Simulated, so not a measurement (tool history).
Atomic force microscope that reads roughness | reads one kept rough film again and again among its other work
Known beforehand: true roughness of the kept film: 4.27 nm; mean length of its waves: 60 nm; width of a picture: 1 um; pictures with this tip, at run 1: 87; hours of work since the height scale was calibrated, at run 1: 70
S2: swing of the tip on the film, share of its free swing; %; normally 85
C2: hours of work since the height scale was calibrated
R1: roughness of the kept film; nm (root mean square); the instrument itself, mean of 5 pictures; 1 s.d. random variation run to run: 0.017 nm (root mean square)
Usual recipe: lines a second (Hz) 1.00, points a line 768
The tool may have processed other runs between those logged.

Run 1, day 0.000: usual settings; pictures with this tip 87; C2 70. Result: R1 4.020 nm (root mean square).
Run 2, day 0.379: usual settings but points a line 319; pictures with this tip 104; C2 77. Result: R1 3.999 nm (root mean square).
Run 3, day 0.742: usual settings but points a line 670; pictures with this tip 120; C2 83. Result: R1 3.986 nm (root mean square).
Run 4, day 0.996: usual settings but points a line 670; pictures with this tip 132; C2 88. Result: R1 4.044 nm (root mean square).
Run 5, day 1.362: usual settings but points a line 670; pictures with this tip 148; C2 94. Result: R1 3.991 nm (root mean square).
Run 6, day 1.746: usual settings but points a line 537; pictures with this tip 165; C2 101. Result: R1 4.013 nm (root mean square).
Run 7, day 2.125: usual settings but S2 71 %; pictures with this tip 182; C2 107. Result: R1 4.052 nm (root mean square).
Run 8, day 2.408: usual settings but points a line 706; pictures with this tip 195; C2 112. Result: R1 3.971 nm (root mean square).
Run 9, day 2.725: usual settings but points a line 706; pictures with this tip 209; C2 118. Result: R1 4.004 nm (root mean square).
Run 10, day 2.888: usual settings but points a line 706; pictures with this tip 216; C2 121. Result: R1 4.003 nm (root mean square).
Run 11, day 3.217: usual settings but S2 58 %, points a line 706; pictures with this tip 231; C2 127. Result: R1 4.109 nm (root mean square).
Run 12, day 3.475: usual settings but S2 83 %, points a line 706; pictures with this tip 242; C2 131. Result: R1 4.004 nm (root mean square).
Run 13, day 3.783: usual settings but S2 83 %, points a line 706; pictures with this tip 256; C2 136. Result: R1 3.996 nm (root mean square).
At day 4.121: new tip fitted.
Run 14, day 4.154: usual settings but lines a second (Hz) 2.70, S2 65 %, points a line 410; pictures with this tip 1; C2 142. Result: R1 4.025 nm (root mean square).
Run 15, day 4.475: usual settings but lines a second (Hz) 0.71, S2 83 %, points a line 421; pictures with this tip 16; C2 148. Result: R1 4.087 nm (root mean square).
Run 16, day 4.817: usual settings but lines a second (Hz) 1.58, S2 78 %, points a line 953; pictures with this tip 31; C2 154. Result: R1 3.977 nm (root mean square).
Run 17, day 5.050: usual settings but lines a second (Hz) 2.68, S2 82 %, points a line 720; pictures with this tip 41; C2 158. Result: R1 3.791 nm (root mean square).
Run 18, day 5.217: usual settings but lines a second (Hz) 0.86, S2 63 %, points a line 781; pictures with this tip 49; C2 161. Result: R1 4.116 nm (root mean square).
Run 19, day 5.442: usual settings but points a line 595; pictures with this tip 59; C2 165. Result: R1 4.005 nm (root mean square).
Run 20, day 5.675: usual settings but lines a second (Hz) 1.05, S2 71 %, points a line 261; pictures with this tip 69; C2 169. Result: R1 4.056 nm (root mean square).
Run 21, day 5.867: usual settings but lines a second (Hz) 0.78, S2 71 %; pictures with this tip 78; C2 172. Result: R1 4.161 nm (root mean square).
Run 22, day 6.033: usual settings but lines a second (Hz) 0.54, S2 75 %, points a line 786; pictures with this tip 85; C2 175. Result: R1 4.116 nm (root mean square).
Run 23, day 6.254: usual settings but lines a second (Hz) 0.54, S2 75 %, points a line 786; pictures with this tip 95; C2 179. Result: R1 4.149 nm (root mean square).
Run 24, day 6.629: usual settings but points a line 352; pictures with this tip 111; C2 186. Result: R1 3.958 nm (root mean square).
Run 25, day 6.800: usual settings but lines a second (Hz) 1.78, points a line 352; pictures with this tip 119; C2 189. Result: R1 3.881 nm (root mean square).
Run 26, day 6.954: usual settings but lines a second (Hz) 1.41, points a line 348; pictures with this tip 126; C2 192. Result: R1 3.928 nm (root mean square).

Alternative continuations, all from the tool just after run 26; predict every row:
Run A, day 7.154: usual settings but lines a second (Hz) 2.20, S2 73 %, points a line 334; pictures with this tip 135; C2 195. Result: R1 ?.
Run B, day 7.154: usual settings but lines a second (Hz) 1.15, S2 84 %, points a line 901; pictures with this tip 135; C2 195. Result: R1 ?.
Run C, day 7.154: usual settings but points a line 423; pictures with this tip 135; C2 195. Result: R1 ?.
Run D, day 7.154: usual settings but lines a second (Hz) 1.41, S2 60 %, points a line 798; pictures with this tip 135; C2 195. Result: R1 ?.
Run E, day 7.154: usual settings but lines a second (Hz) 1.02; pictures with this tip 135; C2 195. Result: R1 ?.

run     R1
  A  3.964
  B  4.002
  C  4.021
  D  4.106
  E  3.965
What these runs would have given with no unlogged condition in the tool:
run     R1
  A  3.969
  B  4.007
  C  4.026
  D  4.111
  E  3.969

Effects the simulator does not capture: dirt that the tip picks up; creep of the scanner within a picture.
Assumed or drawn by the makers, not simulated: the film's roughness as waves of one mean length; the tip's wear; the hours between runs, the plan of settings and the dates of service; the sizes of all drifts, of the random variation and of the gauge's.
